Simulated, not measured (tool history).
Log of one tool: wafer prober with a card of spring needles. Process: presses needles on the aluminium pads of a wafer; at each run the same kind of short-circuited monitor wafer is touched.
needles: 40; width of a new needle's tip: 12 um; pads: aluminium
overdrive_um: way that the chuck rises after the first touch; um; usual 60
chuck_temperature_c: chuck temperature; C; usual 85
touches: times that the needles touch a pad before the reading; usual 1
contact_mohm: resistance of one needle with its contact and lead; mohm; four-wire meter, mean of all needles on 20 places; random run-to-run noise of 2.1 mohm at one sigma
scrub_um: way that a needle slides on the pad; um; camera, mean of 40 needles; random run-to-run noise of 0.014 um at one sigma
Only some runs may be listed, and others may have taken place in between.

run 1 hour=0.0 | overdrive_um=60 chuck_temperature_c=85 touches=1 | contact_mohm=235 scrub_um=8.84
-- hour=8.7 tips cleaned on abrasive film
-- hour=23.9 tips cleaned on abrasive film
run 2 hour=30.4 | overdrive_um=60 chuck_temperature_c=85 touches=1 | contact_mohm=234 scrub_um=8.83
-- hour=36.6 tips cleaned on abrasive film
-- hour=51.3 tips cleaned on abrasive film
-- hour=65.9 tips cleaned on abrasive film
-- hour=78.4 height of the first contact set anew
-- hour=81.5 tips cleaned on abrasive film
run 3 hour=85.3 | overdrive_um=60 chuck_temperature_c=85 touches=1 | contact_mohm=237 scrub_um=8.80
-- hour=94.5 tips cleaned on abrasive film
-- hour=109.8 tips cleaned on abrasive film
-- hour=122.0 tips cleaned on abrasive film
run 4 hour=129.3 | overdrive_um=60 chuck_temperature_c=85 touches=1 | contact_mohm=235 scrub_um=8.82
-- hour=135.3 tips cleaned on abrasive film
-- hour=147.5 tips cleaned on abrasive film
-- hour=162.8 tips cleaned on abrasive film
run 5 hour=165.9 | overdrive_um=60 chuck_temperature_c=85 touches=1 | contact_mohm=234 scrub_um=8.80
-- hour=177.5 tips cleaned on abrasive film
-- hour=190.7 tips cleaned on abrasive film
run 6 hour=190.7 | overdrive_um=60 chuck_temperature_c=85 touches=1 | contact_mohm=237 scrub_um=8.83
-- hour=204.9 tips cleaned on abrasive film
run 7 hour=216.4 | overdrive_um=60 chuck_temperature_c=85 touches=3 | contact_mohm=233 scrub_um=8.81
-- hour=219.6 tips cleaned on abrasive film
-- hour=234.9 tips cleaned on abrasive film
-- hour=247.1 tips cleaned on abrasive film
-- hour=262.4 tips cleaned on abrasive film
run 8 hour=268.7 | overdrive_um=60 chuck_temperature_c=85 touches=3 | contact_mohm=237 scrub_um=8.78
-- hour=274.9 tips cleaned on abrasive film
-- hour=287.1 tips cleaned on abrasive film
-- hour=302.0 tips cleaned on abrasive film
run 9 hour=308.0 | overdrive_um=60 chuck_temperature_c=85 touches=1 | contact_mohm=240 scrub_um=8.80
-- hour=316.8 tips cleaned on abrasive film
-- hour=332.0 tips cleaned on abrasive film
-- hour=347.3 tips cleaned on abrasive film
run 10 hour=357.5 | overdrive_um=60 chuck_temperature_c=85 touches=1 | contact_mohm=234 scrub_um=8.80
-- hour=360.6 tips cleaned on abrasive film
-- hour=375.8 tips cleaned on abrasive film
-- hour=390.6 tips cleaned on abrasive film
-- hour=402.8 tips cleaned on abrasive film
-- hour=416.0 tips cleaned on abrasive film
run 11 hour=416.0 | overdrive_um=60 chuck_temperature_c=85 touches=1 | contact_mohm=235 scrub_um=8.82
-- hour=430.7 tips cleaned on abrasive film
-- hour=434.0 height of the first contact set anew
-- hour=446.2 tips cleaned on abrasive film
run 12 hour=446.6 | overdrive_um=60 chuck_temperature_c=54 touches=1 | contact_mohm=227 scrub_um=8.82
-- hour=458.8 tips cleaned on abrasive film
-- hour=473.7 tips cleaned on abrasive film
-- hour=487.1 tips cleaned on abrasive film
run 13 hour=487.1 | overdrive_um=79 chuck_temperature_c=85 touches=1 | contact_mohm=229 scrub_um=11.62
-- hour=502.2 tips cleaned on abrasive film
-- hour=517.5 tips cleaned on abrasive film
run 14 hour=529.3 | overdrive_um=79 chuck_temperature_c=85 touches=1 | contact_mohm=229 scrub_um=11.59
-- hour=532.4 tips cleaned on abrasive film
-- hour=547.7 tips cleaned on abrasive film
-- hour=559.9 tips cleaned on abrasive film
run 15 hour=561.3 | overdrive_um=79 chuck_temperature_c=28 touches=2 | contact_mohm=218 scrub_um=11.59
-- hour=573.3 tips cleaned on abrasive film
-- hour=588.6 tips cleaned on abrasive film
run 16 hour=592.6 | overdrive_um=79 chuck_temperature_c=78 touches=2 | contact_mohm=227 scrub_um=11.61
-- hour=601.8 tips cleaned on abrasive film
-- hour=616.2 tips cleaned on abrasive film
-- hour=628.4 tips cleaned on abrasive film
run 17 hour=634.0 | overdrive_um=76 chuck_temperature_c=106 touches=2 | contact_mohm=236 scrub_um=11.16
-- hour=642.8 tips cleaned on abrasive film
-- hour=655.0 tips cleaned on abrasive film
-- hour=670.2 tips cleaned on abrasive film
run 18 hour=680.9 | overdrive_um=62 chuck_temperature_c=108 touches=2 | contact_mohm=238 scrub_um=9.09
-- hour=684.0 tips cleaned on abrasive film
-- hour=699.3 tips cleaned on abrasive film
-- hour=714.1 tips cleaned on abrasive film
run 19 hour=723.6 | overdrive_um=62 chuck_temperature_c=108 touches=2 | contact_mohm=238 scrub_um=9.10
-- hour=726.7 tips cleaned on abrasive film
-- hour=740.8 tips cleaned on abrasive film
-- hour=753.0 tips cleaned on abrasive film
-- hour=768.3 tips cleaned on abrasive film
run 20 hour=770.3 | overdrive_um=65 chuck_temperature_c=108 touches=2 | contact_mohm=240 scrub_um=9.52
-- hour=782.6 tips cleaned on abrasive film
-- hour=788.6 height of the first contact set anew
-- hour=797.9 tips cleaned on abrasive film
-- hour=810.1 tips cleaned on abrasive film
-- hour=825.4 tips cleaned on abrasive film
run 21 hour=829.9 | overdrive_um=59 chuck_temperature_c=89 touches=3 | contact_mohm=239 scrub_um=8.65
-- hour=838.8 tips cleaned on abrasive film
-- hour=853.6 tips cleaned on abrasive film
-- hour=865.9 tips cleaned on abrasive film
run 22 hour=866.0 | overdrive_um=59 chuck_temperature_c=89 touches=3 | contact_mohm=235 scrub_um=8.67
-- hour=878.3 tips cleaned on abrasive film
-- hour=890.6 tips cleaned on abrasive film
-- hour=905.4 tips cleaned on abrasive film
run 23 hour=906.6 | overdrive_um=50 chuck_temperature_c=87 touches=3 | contact_mohm=241 scrub_um=7.36
-- hour=918.8 tips cleaned on abrasive film
-- hour=933.9 tips cleaned on abrasive film
run 24 hour=943.0 | overdrive_um=73 chuck_temperature_c=28 touches=1 | contact_mohm=219 scrub_um=10.73
-- hour=949.2 tips cleaned on abrasive film
-- hour=964.5 tips cleaned on abrasive film
-- hour=979.5 tips cleaned on abrasive film
run 25 hour=980.1 | overdrive_um=73 chuck_temperature_c=28 touches=1 | contact_mohm=217 scrub_um=10.73
-- hour=994.1 tips cleaned on abrasive film
-- hour=1009.2 tips cleaned on abrasive film
-- hour=1023.7 tips cleaned on abrasive film
-- hour=1035.9 tips cleaned on abrasive film
run 26 hour=1038.3 | overdrive_um=58 chuck_temperature_c=61 touches=3 | contact_mohm=235 scrub_um=8.55
-- hour=1050.6 tips cleaned on abrasive film
-- hour=1065.9 tips cleaned on abrasive film
run 27 hour=1067.8 | overdrive_um=42 chuck_temperature_c=61 touches=1 | contact_mohm=236 scrub_um=6.16
-- hour=1080.1 tips cleaned on abrasive film
-- hour=1092.4 tips cleaned on abrasive film
-- hour=1107.3 tips cleaned on abrasive film
run 28 hour=1112.9 | overdrive_um=48 chuck_temperature_c=33 touches=2 | contact_mohm=225 scrub_um=7.03

Here are 4 independent what-if runs from the current tool condition. What would each one return?
-- hour=1121.7 tips cleaned on abrasive film
-- hour=1136.5 tips cleaned on abrasive film
-- hour=1142.3 height of the first contact set anew
-- hour=1151.5 tips cleaned on abrasive film
run A hour=1160.0 | overdrive_um=48 chuck_temperature_c=26 touches=2 | contact_mohm=? scrub_um=?
-- hour=1121.7 tips cleaned on abrasive film
-- hour=1136.5 tips cleaned on abrasive film
-- hour=1142.3 height of the first contact set anew
-- hour=1151.5 tips cleaned on abrasive film
run B hour=1160.0 | overdrive_um=60 chuck_temperature_c=85 touches=2 | contact_mohm=? scrub_um=?
-- hour=1121.7 tips cleaned on abrasive film
-- hour=1136.5 tips cleaned on abrasive film
-- hour=1142.3 height of the first contact set anew
-- hour=1151.5 tips cleaned on abrasive film
run C hour=1160.0 | overdrive_um=60 chuck_temperature_c=85 touches=3 | contact_mohm=? scrub_um=?
-- hour=1121.7 tips cleaned on abrasive film
-- hour=1136.5 tips cleaned on abrasive film
-- hour=1142.3 height of the first contact set anew
-- hour=1151.5 tips cleaned on abrasive film
run D hour=1160.0 | overdrive_um=48 chuck_temperature_c=33 touches=3 | contact_mohm=? scrub_um=?

run=A contact_mohm=223 scrub_um=7.05
run=B contact_mohm=235 scrub_um=8.80
run=C contact_mohm=235 scrub_um=8.82
run=D contact_mohm=230 scrub_um=7.03
Without the tool's hidden state the same runs would have given:
run=A contact_mohm=222 scrub_um=7.05
run=B contact_mohm=234 scrub_um=8.80
run=C contact_mohm=234 scrub_um=8.82
run=D contact_mohm=229 scrub_um=7.03

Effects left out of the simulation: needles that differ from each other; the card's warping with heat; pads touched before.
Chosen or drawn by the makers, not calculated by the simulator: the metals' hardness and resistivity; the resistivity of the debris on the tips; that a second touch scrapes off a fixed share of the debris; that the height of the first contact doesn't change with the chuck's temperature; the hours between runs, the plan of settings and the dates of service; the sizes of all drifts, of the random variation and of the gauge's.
